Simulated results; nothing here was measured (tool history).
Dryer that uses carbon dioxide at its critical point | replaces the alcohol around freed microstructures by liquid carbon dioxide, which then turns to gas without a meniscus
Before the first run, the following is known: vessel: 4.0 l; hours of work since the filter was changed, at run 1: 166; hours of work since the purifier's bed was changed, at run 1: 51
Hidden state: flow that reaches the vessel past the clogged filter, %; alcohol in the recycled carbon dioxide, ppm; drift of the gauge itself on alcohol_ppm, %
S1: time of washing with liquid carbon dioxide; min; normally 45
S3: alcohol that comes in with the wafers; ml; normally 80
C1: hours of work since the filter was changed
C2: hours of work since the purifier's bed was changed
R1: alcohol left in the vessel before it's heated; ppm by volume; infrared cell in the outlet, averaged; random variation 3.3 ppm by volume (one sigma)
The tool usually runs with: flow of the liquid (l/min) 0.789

Run 1, day 0: usual settings; C1 166; C2 51. Result: R1 16 ppm by volume.
Run 2, day 0.554: usual settings; C1 172; C2 57. Result: R1 18 ppm by volume.
Run 3, day 1.558: usual settings but flow of the liquid (l/min) 0.568; C1 183; C2 68. Result: R1 93 ppm by volume.
Run 4, day 2.479: usual settings but flow of the liquid (l/min) 0.568; C1 194; C2 79. Result: R1 98 ppm by volume.
Run 5, day 3.208: usual settings; C1 202; C2 87. Result: R1 18 ppm by volume.
Run 6, day 4.033: usual settings; C1 212; C2 97. Result: R1 19 ppm by volume.
Run 7, day 4.596: usual settings; C1 218; C2 103. Result: R1 23 ppm by volume.
Run 8, day 5.088: usual settings but flow of the liquid (l/min) 0.482; C1 224; C2 109. Result: R1 236 ppm by volume.
Run 9, day 5.792: usual settings but flow of the liquid (l/min) 0.482; C1 232; C2 117. Result: R1 249 ppm by volume.
Run 10, day 6.592: usual settings but flow of the liquid (l/min) 0.482; C1 241; C2 126. Result: R1 251 ppm by volume.
Run 11, day 7.479: usual settings but S3 32 ml; C1 251; C2 136. Result: R1 16 ppm by volume.
Run 12, day 7.988: usual settings but S3 32 ml; C1 257; C2 142. Result: R1 17 ppm by volume.
Run 13, day 8.75: usual settings but S3 32 ml; C1 265; C2 150. Result: R1 11 ppm by volume.
Run 14, day 9.492: usual settings; C1 274; C2 159. Result: R1 19 ppm by volume.
Run 15, day 10.033: usual settings but S1 37 min; C1 280; C2 165. Result: R1 61 ppm by volume.
Run 16, day 11.05: usual settings but S1 37 min; C1 292; C2 177. Result: R1 69 ppm by volume.
Run 17, day 11.529: usual settings but S1 37 min; C1 297; C2 182. Result: R1 55 ppm by volume.
Run 18, day 12.417: usual settings but S1 37 min; C1 307; C2 192. Result: R1 65 ppm by volume.
Run 19, day 13.333: usual settings but S1 36 min; C1 318; C2 203. Result: R1 82 ppm by volume.
Run 20, day 13.958: usual settings but S1 36 min, flow of the liquid (l/min) 0.998; C1 325; C2 210. Result: R1 28 ppm by volume.
Run 21, day 14.529: usual settings but S1 36 min, flow of the liquid (l/min) 0.998; C1 331; C2 216. Result: R1 33 ppm by volume.
Run 22, day 14.967: usual settings but S1 60 min, flow of the liquid (l/min) 0.86; C1 336; C2 221. Result: R1 13 ppm by volume.
Run 23, day 15.529: usual settings but flow of the liquid (l/min) 0.951; C1 343; C2 228. Result: R1 22 ppm by volume.
Run 24, day 16.446: usual settings but S1 42 min, flow of the liquid (l/min) 0.951; C1 353; C2 238. Result: R1 22 ppm by volume.
Run 25, day 17.375: usual settings but S1 31 min, flow of the liquid (l/min) 0.473; C1 364; C2 249. Result: R1 1237 ppm by volume.
Run 26, day 18.221: usual settings but flow of the liquid (l/min) 0.779, S3 57 ml; C1 373; C2 258. Result: R1 37 ppm by volume.
Run 27, day 18.7: usual settings but S1 47 min; C1 379; C2 264. Result: R1 35 ppm by volume.
Run 28, day 19.333: usual settings but S1 47 min; C1 386; C2 271. Result: R1 34 ppm by volume.
Run 29, day 19.921: usual settings; C1 393; C2 278. Result: R1 40 ppm by volume.
Run 30, day 20.638: usual settings; C1 401; C2 286. Result: R1 46 ppm by volume.
Run 31, day 21.271: usual settings; C1 408; C2 293. Result: R1 44 ppm by volume.
At day 22.25: inlet filter changed.
Run 32, day 22.25: usual settings but S1 48 min, flow of the liquid (l/min) 0.609, S3 44 ml; C1 0; C2 304. Result: R1 32 ppm by volume.
Run 33, day 23.212: usual settings but flow of the liquid (l/min) 0.987; C1 11; C2 315. Result: R1 19 ppm by volume.

Each row is a separate what-if for the run after 33, all from the same tool condition, not one after another. Results?
Run A, day 23.688: usual settings but S1 32 min, flow of the liquid (l/min) 0.583, S3 78 ml; C1 16; C2 320. Result: R1 ?.
Run B, day 23.688: usual settings but S1 53 min; C1 16; C2 320. Result: R1 ?.
Run C, day 23.688: usual settings but S1 29 min, S3 22 ml; C1 16; C2 320. Result: R1 ?.
Run D, day 23.688: usual settings but flow of the liquid (l/min) 1.295; C1 16; C2 320. Result: R1 ?.

run   R1
  A  298
  B   22
  C   56
  D   22
Take away the tool's hidden state, keep each run's random variation, and the runs would have read:
run   R1
  A  269
  B    3
  C   36
  D    3
